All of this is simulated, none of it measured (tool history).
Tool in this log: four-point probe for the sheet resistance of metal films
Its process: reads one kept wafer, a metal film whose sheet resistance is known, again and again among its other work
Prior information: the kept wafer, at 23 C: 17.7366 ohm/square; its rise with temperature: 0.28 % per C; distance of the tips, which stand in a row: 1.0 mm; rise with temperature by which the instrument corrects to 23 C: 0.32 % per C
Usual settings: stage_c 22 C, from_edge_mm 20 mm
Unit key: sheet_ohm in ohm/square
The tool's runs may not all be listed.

run    hour  stage_c  from_edge_mm  sheet_ohm
  1       0       22            20  17.631304
  2   114.7       22            20  17.629242
  3   187.2       22            20  17.637857
  4   299.4       22            19  17.630295
  5   392.5       22            54  17.601874
  6     478       22            35  17.609476
      544.1  -- stage's thermometer calibrated
  7   614.2       22            35   17.58872
  8   717.8       22            35  17.580859
  9   859.4       22            19  17.595762
 10   941.6       27            20  17.554254
 11  1020.8       35            20  17.504563
 12  1104.1       21            20  17.598312
     1146.7  -- stage's thermometer calibrated, once more
 13    1173       21            20  17.660255
 14  1311.5       23            20  17.642579
 15  1409.9       23            20  17.635522
 16  1513.9       22            20  17.647757
 17  1628.4       22            20  17.644865
 18  1760.3       22            20  17.632964
 19  1848.7       22            20  17.635213
 20  1972.2       22            20  17.634815
 21  2050.3       22            41   17.61364
 22  2159.2       24            41  17.590629
 23  2291.2       24            41  17.588545
 24  2382.8       24            41  17.587325
 25  2466.6       24            41  17.591656
 26  2588.3       25             4  18.145546
 27  2683.1       19            23  17.628782
 28  2753.7       19            23  17.622186
 29  2897.7       19            23  17.631776
 30  3032.7       22            33  17.588529
 31  3093.4       28            11  17.619665
 32  3192.2       29            20  17.555577
 33  3276.9       19             7  17.783086
 34  3373.1       26            21  17.568029
 35  3447.2       26            55  17.546335
 36  3576.7       32            15  17.545423
 37  3658.8       32            15  17.535326
 38  3729.5       32            15  17.528447
 39  3852.3       20            42  17.574059
 40  3923.3       25            45  17.542728
 41  4032.5       33            67  17.475578
 42  4112.1       27            34  17.523685
 43  4246.4       32            10  17.574513
 44  4347.9       30            10   17.58246
 45  4480.6       30            10  17.581746

Branching from run 45: 3 alternative next runs. What would each branch give?
  A  4596.6       24            41          ?
  B  4596.6       20             6          ?
  C  4596.6       23             8          ?

run  sheet_ohm
  A  17.528824
  B  17.812437
  C  17.684049
Without the tool's hidden state the same runs would have given:
run  sheet_ohm
  A  17.735709
  B    18.0228
  C  17.892737
